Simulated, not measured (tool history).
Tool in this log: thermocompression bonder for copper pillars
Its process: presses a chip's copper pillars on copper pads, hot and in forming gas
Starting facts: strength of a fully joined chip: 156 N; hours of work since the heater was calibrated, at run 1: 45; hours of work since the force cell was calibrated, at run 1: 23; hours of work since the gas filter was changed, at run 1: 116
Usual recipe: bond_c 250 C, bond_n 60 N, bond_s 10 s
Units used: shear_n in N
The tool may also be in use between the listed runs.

| run | day | bond_c | bond_n | bond_s | hours of work since the heater was calibrated | hours of work since the force cell was calibrated | hours of work since the gas filter was changed | shear_n |
|---|---|---|---|---|---|---|---|---|
| 1 | 0 | 250 | 60 | 10 | 45 | 23 | 116 | 112.6 |
| 2 | 0.508 | 250 | 60 | 10 | 53 | 31 | 124 | 114.5 |
| 3 | 1.238 | 250 | 60 | 7 | 64 | 42 | 135 | 100.1 |
| 4 | 2.246 | 272 | 60 | 10 | 80 | 58 | 151 | 132.4 |
| 5 | 3.012 | 272 | 60 | 10 | 92 | 70 | 163 | 132.4 |
| 6 | 3.483 | 272 | 60 | 10 | 99 | 77 | 170 | 131.4 |
| 7 | 4.225 | 272 | 60 | 10 | 111 | 89 | 182 | 132.5 |
| 8 | 4.771 | 272 | 60 | 10 | 119 | 97 | 190 | 131.7 |
| 9 | 5.592 | 272 | 60 | 10 | 132 | 110 | 203 | 135.6 |
| 10 | 6.192 | 272 | 40 | 10 | 141 | 119 | 213 | 118.6 |
| 11 | 7.317 | 272 | 40 | 10 | 159 | 137 | 230 | 120.3 |
| 12 | 8.021 | 250 | 60 | 10 | 170 | 148 | 241 | 110.5 |
| 13 | 8.517 | 250 | 60 | 15 | 177 | 156 | 249 | 117.2 |
| 14 | 9.196 | 250 | 60 | 10 | 188 | 166 | 259 | 108.6 |
| 15 | 10.267 | 250 | 85 | 10 | 205 | 183 | 276 | 121.8 |
|  | 10.446 | heater calibrated with a thermocouple chip |
|  | 10.767 | forming gas filter changed |
| 16 | 11.075 | 250 | 85 | 22 | 9 | 194 | 5 | 140 |
| 17 | 11.754 | 250 | 60 | 8 | 20 | 204 | 15 | 103.4 |
| 18 | 12.475 | 250 | 60 | 8 | 31 | 216 | 27 | 102.2 |
| 19 | 13.229 | 241 | 60 | 10 | 43 | 227 | 38 | 98.3 |
| 20 | 13.967 | 250 | 60 | 10 | 54 | 239 | 50 | 108.9 |
| 21 | 15.096 | 250 | 60 | 18 | 72 | 256 | 67 | 124.9 |
|  | 15.642 | heater calibrated with a thermocouple chip, once more |
| 22 | 16.138 | 269 | 53 | 18 | 8 | 271 | 82 | 141.1 |
| 23 | 16.892 | 250 | 88 | 7 | 20 | 283 | 94 | 116.1 |
| 24 | 17.638 | 250 | 60 | 7 | 31 | 295 | 106 | 102.2 |
| 25 | 18.1 | 250 | 44 | 8 | 38 | 302 | 113 | 94.7 |
| 26 | 18.838 | 250 | 82 | 7 | 50 | 313 | 124 | 113.9 |
| 27 | 19.8 | 270 | 68 | 10 | 65 | 328 | 139 | 135.7 |
| 28 | 20.425 | 270 | 68 | 10 | 74 | 338 | 149 | 132.7 |
| 29 | 21.271 | 276 | 89 | 17 | 88 | 351 | 162 | 149.7 |
| 30 | 22.258 | 246 | 80 | 14 | 103 | 367 | 178 | 124.1 |
| 31 | 23.362 | 246 | 80 | 14 | 120 | 384 | 195 | 126.1 |
| 32 | 24.246 | 246 | 80 | 14 | 134 | 398 | 209 | 125.9 |
| 33 | 24.933 | 250 | 67 | 18 | 145 | 408 | 219 | 126.3 |
| 34 | 25.921 | 250 | 67 | 18 | 160 | 424 | 235 | 127.9 |
| 35 | 26.388 | 250 | 67 | 18 | 167 | 431 | 242 | 128.9 |
| 36 | 26.883 | 250 | 67 | 18 | 175 | 439 | 250 | 127.9 |
| 37 | 27.35 | 250 | 60 | 7 | 182 | 446 | 257 | 98.9 |
| 38 | 27.921 | 250 | 60 | 29 | 191 | 455 | 266 | 135.8 |
|  | 28.954 | forming gas filter changed |
| 39 | 29.042 | 250 | 60 | 29 | 208 | 472 | 1 | 137.7 |

Entry by entry between the runs, the difference in hidden state between the last listed run before and the first listed run after:
Logged between run 15 and run 16: heater calibrated with a thermocouple chip (day 10.446); forming gas filter changed (day 10.767)
  true temperature of the bond over the reading, C: -3.1 -> -4.5; force that reaches the chip, % of what is set: 100.9 -> 101; oxide that the forming gas leaves, % of the face: 2.99 -> 0.82
  the result without the hidden state subtracted from the measured one, shear_n: -6.2 -> -3.6 N
Logged between run 21 and run 22: heater calibrated with a thermocouple chip, once more (day 15.642)
  true temperature of the bond over the reading, C: -5.1 -> -1.7; oxide that the forming gas leaves, % of the face: 1.4 -> 1.53
  the result without the hidden state subtracted from the measured one, shear_n: -6.2 -> -2.3 N
Logged between run 38 and run 39: forming gas filter changed (day 28.954)
  true temperature of the bond over the reading, C: -3.4 -> -3.5; force that reaches the chip, % of what is set: 102.2 -> 102.3; oxide that the forming gas leaves, % of the face: 3.2 -> 0.7
  the result without the hidden state subtracted from the measured one, shear_n: -6.1 -> -2.6 N
